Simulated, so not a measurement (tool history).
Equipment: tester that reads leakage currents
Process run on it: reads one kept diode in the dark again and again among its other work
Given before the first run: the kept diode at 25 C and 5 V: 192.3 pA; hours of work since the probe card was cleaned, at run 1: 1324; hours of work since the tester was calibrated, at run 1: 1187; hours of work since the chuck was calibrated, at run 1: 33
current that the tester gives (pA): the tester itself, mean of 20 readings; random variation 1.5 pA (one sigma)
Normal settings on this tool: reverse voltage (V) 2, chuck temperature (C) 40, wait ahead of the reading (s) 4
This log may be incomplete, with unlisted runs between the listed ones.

run,hour,reverse voltage (V),chuck temperature (C),wait ahead of the reading (s),hours of work since the probe card was cleaned,hours of work since the tester was calibrated,hours of work since the chuck was calibrated,current that the tester gives (pA)
1,0,2,40,4,1324,1187,33,491.23
2,100.4,2,40,4,1374,1237,83,491.27
3,260.8,2,40,4,1454,1317,163,483.32
# hour 275.4: probe card cleaned and baked
4,387.7,2.91,40,4,56,1379,225,546.94
5,511.9,2.91,40,4,118,1441,287,539.44
6,709.6,2.91,40,4,217,1540,385,531.27
7,842.3,2.91,40,4,283,1606,451,525.76
8,985.5,2.91,40,4,354,1677,523,519.31
# hour 1038.6: chuck's temperature calibrated
9,1094.3,2.91,40,4,407,1730,28,507.48
10,1241.6,2.91,40,4,481,1804,101,499.01

The next listed run, before its measurement:
11,1437.2,2.91,40,4,578,1901,199,?

{"run 11": {"current that the tester gives (pA)": 492.27}}
Minus the tool's unlogged condition, the same run would have read current that the tester gives (pA) 567.09.

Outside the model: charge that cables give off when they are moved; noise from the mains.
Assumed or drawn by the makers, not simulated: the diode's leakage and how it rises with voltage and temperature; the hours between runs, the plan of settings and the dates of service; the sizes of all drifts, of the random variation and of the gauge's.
